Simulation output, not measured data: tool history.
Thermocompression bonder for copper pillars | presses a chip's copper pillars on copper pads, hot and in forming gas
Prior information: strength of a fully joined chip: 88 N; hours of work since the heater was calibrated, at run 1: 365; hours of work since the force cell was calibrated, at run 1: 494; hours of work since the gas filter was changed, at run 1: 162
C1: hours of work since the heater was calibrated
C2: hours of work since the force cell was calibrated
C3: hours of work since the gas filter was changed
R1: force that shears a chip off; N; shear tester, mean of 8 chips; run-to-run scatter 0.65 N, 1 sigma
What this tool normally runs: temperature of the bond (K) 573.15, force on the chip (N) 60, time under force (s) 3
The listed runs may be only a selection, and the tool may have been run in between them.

run 1 hour=0.0 | temperature_of_the_bond_(K)=573.15 force_on_the_chip_(N)=60 time_under_force_(s)=3 | C1=365 C2=494 C3=162 | R1=53.4
run 2 hour=88.5 | temperature_of_the_bond_(K)=573.15 force_on_the_chip_(N)=81 time_under_force_(s)=3 | C1=416 C2=545 C3=214 | R1=62.0
run 3 hour=134.5 | temperature_of_the_bond_(K)=573.15 force_on_the_chip_(N)=81 time_under_force_(s)=3 | C1=443 C2=572 C3=240 | R1=61.6
run 4 hour=203.3 | temperature_of_the_bond_(K)=573.15 force_on_the_chip_(N)=60 time_under_force_(s)=3 | C1=483 C2=612 C3=281 | R1=53.2
run 5 hour=259.6 | temperature_of_the_bond_(K)=573.15 force_on_the_chip_(N)=65 time_under_force_(s)=3 | C1=516 C2=645 C3=313 | R1=54.4
-- hour=265.3 forming gas filter changed
run 6 hour=322.6 | temperature_of_the_bond_(K)=573.15 force_on_the_chip_(N)=60 time_under_force_(s)=3 | C1=552 C2=681 C3=33 | R1=56.7
run 7 hour=388.0 | temperature_of_the_bond_(K)=573.15 force_on_the_chip_(N)=60 time_under_force_(s)=3 | C1=590 C2=719 C3=71 | R1=54.8
run 8 hour=426.6 | temperature_of_the_bond_(K)=573.15 force_on_the_chip_(N)=60 time_under_force_(s)=4 | C1=613 C2=742 C3=94 | R1=59.2
-- hour=448.4 heater calibrated with a thermocouple chip
run 9 hour=491.5 | temperature_of_the_bond_(K)=573.15 force_on_the_chip_(N)=49 time_under_force_(s)=4 | C1=25 C2=778 C3=131 | R1=51.6
run 10 hour=562.4 | temperature_of_the_bond_(K)=573.15 force_on_the_chip_(N)=65 time_under_force_(s)=3 | C1=66 C2=820 C3=172 | R1=54.5
run 11 hour=644.8 | temperature_of_the_bond_(K)=573.15 force_on_the_chip_(N)=65 time_under_force_(s)=3 | C1=114 C2=868 C3=220 | R1=55.3
run 12 hour=726.4 | temperature_of_the_bond_(K)=573.15 force_on_the_chip_(N)=51 time_under_force_(s)=3 | C1=162 C2=915 C3=267 | R1=46.6
run 13 hour=771.6 | temperature_of_the_bond_(K)=573.15 force_on_the_chip_(N)=51 time_under_force_(s)=3 | C1=188 C2=941 C3=294 | R1=45.7
-- hour=811.6 forming gas filter changed
run 14 hour=819.8 | temperature_of_the_bond_(K)=576.15 force_on_the_chip_(N)=60 time_under_force_(s)=3 | C1=216 C2=969 C3=5 | R1=57.4
run 15 hour=889.7 | temperature_of_the_bond_(K)=571.15 force_on_the_chip_(N)=51 time_under_force_(s)=2 | C1=257 C2=1010 C3=45 | R1=43.3
run 16 hour=966.5 | temperature_of_the_bond_(K)=592.15 force_on_the_chip_(N)=51 time_under_force_(s)=6 | C1=301 C2=1055 C3=90 | R1=69.6
run 17 hour=1055.5 | temperature_of_the_bond_(K)=551.15 force_on_the_chip_(N)=72 time_under_force_(s)=8 | C1=353 C2=1106 C3=142 | R1=63.4
run 18 hour=1141.0 | temperature_of_the_bond_(K)=551.15 force_on_the_chip_(N)=53 time_under_force_(s)=8 | C1=403 C2=1156 C3=192 | R1=56.3
run 19 hour=1186.5 | temperature_of_the_bond_(K)=551.15 force_on_the_chip_(N)=53 time_under_force_(s)=8 | C1=429 C2=1183 C3=218 | R1=54.3
run 20 hour=1271.8 | temperature_of_the_bond_(K)=584.15 force_on_the_chip_(N)=44 time_under_force_(s)=2 | C1=479 C2=1232 C3=268 | R1=42.9
-- hour=1355.9 forming gas filter changed
run 21 hour=1355.9 | temperature_of_the_bond_(K)=584.15 force_on_the_chip_(N)=44 time_under_force_(s)=2 | C1=528 C2=1281 C3=0 | R1=44.6
run 22 hour=1440.4 | temperature_of_the_bond_(K)=584.15 force_on_the_chip_(N)=44 time_under_force_(s)=2 | C1=577 C2=1330 C3=49 | R1=44.7
run 23 hour=1499.3 | temperature_of_the_bond_(K)=584.15 force_on_the_chip_(N)=44 time_under_force_(s)=2 | C1=611 C2=1365 C3=84 | R1=45.7
-- hour=1521.9 heater calibrated with a thermocouple chip
run 24 hour=1558.6 | temperature_of_the_bond_(K)=579.15 force_on_the_chip_(N)=49 time_under_force_(s)=3 | C1=21 C2=1398 C3=117 | R1=48.3
run 25 hour=1641.5 | temperature_of_the_bond_(K)=568.15 force_on_the_chip_(N)=57 time_under_force_(s)=3 | C1=70 C2=1446 C3=165 | R1=48.9
run 26 hour=1707.9 | temperature_of_the_bond_(K)=573.15 force_on_the_chip_(N)=75 time_under_force_(s)=2 | C1=108 C2=1485 C3=204 | R1=52.1

Hidden state at the last listed run before each entry between runs and at the first one after, where it differs:
Between runs 5 and 6: forming gas filter changed (hour 265.3)
  true temperature of the bond over the reading, C: 5.3 -> 5.7; force that reaches the chip, % of what is set: 97 -> 96.8; oxide that the forming gas leaves, % of the face: 7.31 -> 1.41
  measured result minus the result with no hidden state, R1: -2.4 -> +1.2 N
Between runs 8 and 9: heater calibrated with a thermocouple chip (hour 448.4)
  true temperature of the bond over the reading, C: 6.4 -> 0.4; force that reaches the chip, % of what is set: 96.5 -> 96.4; oxide that the forming gas leaves, % of the face: 2.58 -> 3.3
  measured result minus the result with no hidden state, R1: +0.6 -> -2.4 N
Between runs 13 and 14: forming gas filter changed (hour 811.6)
  true temperature of the bond over the reading, C: 2.2 -> 2.5; force that reaches the chip, % of what is set: 95.7 -> 95.6; oxide that the forming gas leaves, % of the face: 6.71 -> 0.59
  measured result minus the result with no hidden state, R1: -3.3 -> -0.2 N
Between runs 20 and 21: forming gas filter changed (hour 1355.9)
  true temperature of the bond over the reading, C: 5.4 -> 5.9; force that reaches the chip, % of what is set: 94.4 -> 94.2; oxide that the forming gas leaves, % of the face: 5.82 -> 0.63
  measured result minus the result with no hidden state, R1: -1.8 -> +0.7 N
Between runs 23 and 24: heater calibrated with a thermocouple chip (hour 1521.9)
  true temperature of the bond over the reading, C: 6.9 -> 0.6; force that reaches the chip, % of what is set: 93.8 -> 93.6; oxide that the forming gas leaves, % of the face: 2.43 -> 3.1
  measured result minus the result with no hidden state, R1: +0.2 -> -3.0 N

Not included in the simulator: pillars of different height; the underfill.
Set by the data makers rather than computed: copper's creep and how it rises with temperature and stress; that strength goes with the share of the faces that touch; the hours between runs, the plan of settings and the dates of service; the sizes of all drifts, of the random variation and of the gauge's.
